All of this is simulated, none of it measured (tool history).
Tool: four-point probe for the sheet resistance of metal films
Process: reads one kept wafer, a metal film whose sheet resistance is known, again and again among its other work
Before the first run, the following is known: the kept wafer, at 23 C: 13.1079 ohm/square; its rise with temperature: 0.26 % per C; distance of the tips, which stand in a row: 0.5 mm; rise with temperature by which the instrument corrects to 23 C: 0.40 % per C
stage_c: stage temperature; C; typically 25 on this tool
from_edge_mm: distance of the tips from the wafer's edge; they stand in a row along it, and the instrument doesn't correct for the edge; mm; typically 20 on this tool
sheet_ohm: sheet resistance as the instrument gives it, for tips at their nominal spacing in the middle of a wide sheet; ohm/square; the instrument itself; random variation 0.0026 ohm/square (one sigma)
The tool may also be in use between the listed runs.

run   hour  stage_c  from_edge_mm  sheet_ohm
  1      0       25            20  13.086616
  2   24.8       25            20  13.092368
  3   50.2       25            14  13.091504
  4   82.1       25            14  13.090307
  5  102.7       25            20  13.092213
  6  123.8       25            20  13.090779
  7    149       25            20  13.084836
  8  191.4       25            20   13.09662
  9  211.5       25            20  13.088992
 10  239.2       25            20  13.079626
 11  264.2       27            20  13.040208
 12  302.5       27            20  13.042181
 13  331.5       27            20  13.040249
 14    369       27            20  13.039964
 15  415.1       27            20  13.041513
 16  436.1       25            52  13.072867
 17  463.7       25            52  13.074771
 18  490.4       25            52  13.072815
 19  521.1       28             4  13.128374
 20    542       29             3  13.196273
 21  564.5       29             3  13.196338
 22  601.5       27            37  13.035635
 23  621.5       26             6  13.101743
 24  640.5       25            16  13.071938
 25  679.7       32            69  12.945778
 26  712.2       25            69  13.069929
 27  738.3       21             6  13.189359
 28  767.5       18             3  13.391723
 29  813.7       18             3  13.389311

Put back what was entered between runs (2 entries, withheld): which listed runs does each sit between, and how does the hidden state differ from the listed run before to the listed run after?
Run 4 -> run 5: stage's thermometer calibrated (hour 99.3)
  inner tips' distance over the nominal, %: 0.039 -> 0.037; wafer's true temperature over the reading, C: 0.21 -> 0.29
  measured value less the no-hidden-state value, sheet_ohm: +0.012628 -> +0.015084 ohm/square
Run 9 -> run 10: stage's thermometer calibrated, once more (hour 230.8)
  inner tips' distance over the nominal, %: 0.027 -> 0.025; wafer's true temperature over the reading, C: 0.3 -> -0.05
  measured value less the no-hidden-state value, sheet_ohm: +0.014112 -> +0.001835 ohm/square
